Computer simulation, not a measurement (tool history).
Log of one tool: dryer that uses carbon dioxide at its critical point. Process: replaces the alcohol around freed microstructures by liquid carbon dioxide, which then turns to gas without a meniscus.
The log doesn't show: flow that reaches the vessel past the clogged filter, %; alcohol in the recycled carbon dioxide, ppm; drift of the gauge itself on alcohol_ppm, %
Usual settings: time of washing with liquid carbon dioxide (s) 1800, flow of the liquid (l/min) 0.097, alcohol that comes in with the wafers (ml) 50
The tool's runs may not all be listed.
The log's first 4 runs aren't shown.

run	hour	time of washing with liquid carbon dioxide (s)	flow of the liquid (l/min)	alcohol that comes in with the wafers (ml)	hours of work since the filter was changed	hours of work since the purifier's bed was changed	alcohol left in the vessel before it's heated (ppm by volume)
5	26.1	1800	0.0583	50	28	24	6361
6	34.2	1800	0.0583	50	31	27	6390
7	42.1	1800	0.097	50	33	29	869
8	49.5	1800	0.097	50	36	32	888
9	54.2	1800	0.097	50	37	33	881
10	63.5	1800	0.097	50	40	36	906
11	67.4	1800	0.097	23	41	37	421
12	71.6	1800	0.097	23	43	39	412
13	80.8	1800	0.097	23	46	42	408
14	86.8	1800	0.097	23	48	44	420
15	93.3	1800	0.097	23	50	46	404
16	99	1800	0.097	23	51	47	440
17	107.3	1800	0.097	23	54	50	440
18	113.5	2220	0.0643	43	56	52	2101
19	117.9	2220	0.0837	24	57	53	354
20	126.2	1140	0.0837	24	60	56	3819
21	134.8	2580	0.1388	25	63	59	21
22	139.1	2580	0.1388	25	64	60	29

Run 23 comes next. What will it give?
23	147.7	1980	0.1235	50	67	63	?

{"run 23": {"alcohol left in the vessel before it's heated (ppm by volume)": 146}}
Without the tool's hidden state the same run would have given alcohol left in the vessel before it's heated (ppm by volume) 106.
